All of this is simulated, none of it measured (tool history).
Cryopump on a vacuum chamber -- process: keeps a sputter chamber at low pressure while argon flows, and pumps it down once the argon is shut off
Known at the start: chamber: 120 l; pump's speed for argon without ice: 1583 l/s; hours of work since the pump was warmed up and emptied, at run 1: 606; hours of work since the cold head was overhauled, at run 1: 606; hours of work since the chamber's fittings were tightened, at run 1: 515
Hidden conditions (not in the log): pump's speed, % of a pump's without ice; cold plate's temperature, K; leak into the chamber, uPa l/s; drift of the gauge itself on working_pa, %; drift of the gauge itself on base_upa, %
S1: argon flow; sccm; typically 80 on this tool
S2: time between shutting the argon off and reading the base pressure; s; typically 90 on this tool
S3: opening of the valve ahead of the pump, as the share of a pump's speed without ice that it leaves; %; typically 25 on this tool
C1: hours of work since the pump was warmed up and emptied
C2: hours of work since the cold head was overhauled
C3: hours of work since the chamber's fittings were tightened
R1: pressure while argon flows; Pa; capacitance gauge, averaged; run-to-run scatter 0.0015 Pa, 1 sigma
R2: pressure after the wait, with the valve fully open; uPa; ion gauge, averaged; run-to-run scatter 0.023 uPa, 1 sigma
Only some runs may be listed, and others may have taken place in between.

| run | hour | S1 | S2 | S3 | C1 | C2 | C3 | R1 | R2 |
|---|---|---|---|---|---|---|---|---|---|
| 1 | 0 | 80 | 90 | 25 | 606 | 606 | 515 | 0.3679 | 1.23 |
| 2 | 13.8 | 158 | 90 | 25 | 617 | 617 | 527 | 0.7215 | 1.34 |
| 3 | 29 | 80 | 90 | 25 | 630 | 630 | 540 | 0.3674 | 1.25 |
| 4 | 45 | 80 | 90 | 25 | 644 | 644 | 553 | 0.3653 | 1.32 |
| 5 | 58 | 80 | 90 | 25 | 655 | 655 | 565 | 0.3681 | 1.4 |
| 6 | 71.7 | 80 | 90 | 25 | 667 | 667 | 576 | 0.3685 | 1.41 |
| 7 | 82 | 80 | 90 | 24 | 676 | 676 | 585 | 0.3858 | 1.36 |
| 8 | 96.4 | 80 | 90 | 24 | 688 | 688 | 597 | 0.382 | 1.41 |
| 9 | 115.9 | 80 | 90 | 24 | 705 | 705 | 614 | 0.3821 | 1.42 |
| 10 | 132.6 | 80 | 90 | 24 | 719 | 719 | 628 | 0.385 | 1.42 |
| 11 | 148.7 | 80 | 90 | 24 | 733 | 733 | 642 | 0.3851 | 1.35 |
| 12 | 160.4 | 82 | 90 | 25 | 743 | 743 | 652 | 0.3812 | 1.43 |
| 13 | 171.2 | 80 | 90 | 25 | 752 | 752 | 661 | 0.3759 | 1.45 |
| 14 | 189 | 80 | 90 | 25 | 767 | 767 | 676 | 0.3729 | 1.46 |
| 15 | 206 | 80 | 90 | 25 | 781 | 781 | 691 | 0.3757 | 1.53 |
| 16 | 223.8 | 80 | 134 | 25 | 797 | 797 | 706 | 0.3726 | 1.35 |
| 17 | 234.5 | 80 | 90 | 25 | 806 | 806 | 715 | 0.3763 | 1.47 |
| 18 | 250.6 | 75 | 74 | 50 | 820 | 820 | 729 | 0.1916 | 1.64 |
| 19 | 269.9 | 75 | 74 | 50 | 836 | 836 | 745 | 0.1941 | 1.64 |
| 20 | 281 | 80 | 22 | 25 | 846 | 846 | 755 | 0.3783 | 3.43 |
| 21 | 289.8 | 62 | 21 | 25 | 853 | 853 | 762 | 0.2937 | 3.7 |
| 22 | 306.7 | 158 | 185 | 25 | 867 | 867 | 777 | 0.75 | 1.25 |
| 23 | 319 | 71 | 22 | 41 | 878 | 878 | 787 | 0.219 | 3.39 |
| 24 | 336.1 | 49 | 22 | 29 | 892 | 892 | 802 | 0.2036 | 3.48 |
| 25 | 350.2 | 80 | 109 | 39 | 905 | 905 | 814 | 0.2571 | 1.49 |
| 26 | 364.5 | 80 | 109 | 39 | 917 | 917 | 826 | 0.2573 | 1.56 |
|  | 378.1 | pump warmed up, emptied and cooled again |
| 27 | 379.9 | 145 | 36 | 24 | 2 | 926 | 835 | 0.6556 | 2.25 |
| 28 | 391.7 | 96 | 25 | 47 | 12 | 936 | 845 | 0.2204 | 3.02 |
| 29 | 407.4 | 96 | 25 | 47 | 25 | 949 | 859 | 0.2208 | 2.93 |
| 30 | 418.6 | 130 | 28 | 15 | 35 | 959 | 868 | 0.9225 | 2.73 |
| 31 | 432.6 | 85 | 24 | 22 | 47 | 971 | 880 | 0.4107 | 3.05 |
| 32 | 443.1 | 85 | 24 | 22 | 56 | 980 | 889 | 0.4179 | 3.09 |
| 33 | 456.3 | 39 | 46 | 33 | 67 | 991 | 900 | 0.1276 | 1.99 |

Describe how what the log doesn't record of the tool's condition differs between the last listed run preceding each entry between runs and the first listed run following it.
From run 26 to run 27: pump warmed up, emptied and cooled again (hour 378.1)
  pump's speed, % of a pump's without ice: 69.1 -> 99.8; leak into the chamber, uPa l/s: 1116 -> 1124
  difference, measured minus the result without the unlogged condition, R1: +0.0394 -> +0.002 Pa; R2: +0.84 -> +0.54 uPa

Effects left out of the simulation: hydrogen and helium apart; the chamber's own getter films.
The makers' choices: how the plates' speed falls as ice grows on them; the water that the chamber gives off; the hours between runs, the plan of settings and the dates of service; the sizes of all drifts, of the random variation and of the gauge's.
